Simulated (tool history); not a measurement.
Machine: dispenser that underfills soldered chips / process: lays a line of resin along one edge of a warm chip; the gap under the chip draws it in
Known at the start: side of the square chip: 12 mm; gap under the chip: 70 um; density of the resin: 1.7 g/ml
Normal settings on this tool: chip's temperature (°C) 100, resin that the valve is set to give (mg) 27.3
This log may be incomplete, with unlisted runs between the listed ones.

run	hour	chip's temperature (°C)	resin that the valve is set to give (mg)	time until the resin shows at the far edge (s)	resin that the valve gave (mg)
1	0.0	100	27.3	54.7	26.68
2	7.8	100	27.3	71.4	26.96
# hour 11.0: new syringe of resin
3	18.2	100	30.7	59.4	29.91
# hour 26.6: new syringe of resin
4	28.1	100	27.3	51.7	26.34
5	35.4	100	27.3	64.5	25.95
# hour 42.1: new syringe of resin
6	43.1	100	27.3	50.1	26.06
7	49.5	100	27.3	61.6	26.15
# hour 57.5: new syringe of resin
8	61.7	91	27.3	76.0	25.91
9	72.3	91	27.3	105.4	25.68
# hour 73.6: new syringe of resin
10	79.0	91	32.1	77.1	29.92
# hour 86.8: dispensing valve cleaned and set on the balance
# hour 90.7: new syringe of resin
11	90.8	110	27.3	34.2	27.23
12	96.9	110	27.3	41.2	27.48
# hour 106.2: new syringe of resin
13	107.1	90	27.3	69.8	26.93
14	115.3	90	27.3	91.9	27.01
# hour 122.1: new syringe of resin
15	123.7	90	33.6	74.3	33.03
16	128.6	90	24.4	87.2	23.81
17	133.8	90	24.4	101.8	23.83
# hour 137.4: new syringe of resin
18	142.2	90	24.4	81.9	23.65
19	151.8	90	24.4	113.3	23.48
# hour 152.9: new syringe of resin
20	161.5	90	24.4	94.4	23.21
# hour 168.7: new syringe of resin
21	171.9	86	27.1	90.1	25.67
22	181.4	86	27.1	118.0	25.73
# hour 184.3: new syringe of resin
23	188.6	93	27.3	73.8	25.70
24	193.8	95	25.1	80.8	23.46
# hour 197.6: dispensing valve cleaned and set on the balance
# hour 201.2: new syringe of resin
25	201.6	88	31.9	75.4	31.68
26	208.2	88	27.6	93.1	27.29
# hour 217.0: new syringe of resin
27	217.2	100	26.3	48.6	25.73
28	223.2	99	28.4	61.5	28.17

Below are 4 alternative next runs, each starting from the tool's condition after run 28. Predict each:
# hour 232.6: new syringe of resin
A	232.9	92	33.9	?	?
# hour 232.6: new syringe of resin
B	232.9	100	23.9	?	?
# hour 232.6: new syringe of resin
C	232.9	99	23.5	?	?
# hour 232.6: new syringe of resin
D	232.9	106	27.3	?	?

run	time until the resin shows at the far edge (s)	resin that the valve gave (mg)
A	66.5	33.29
B	51.7	23.27
C	54.7	22.74
D	41.2	26.73
What these runs would have given with no unlogged condition in the tool:
run	time until the resin shows at the far edge (s)	resin that the valve gave (mg)
A	60.9	34.16
B	47.2	23.88
C	50.0	23.33
D	37.9	27.43
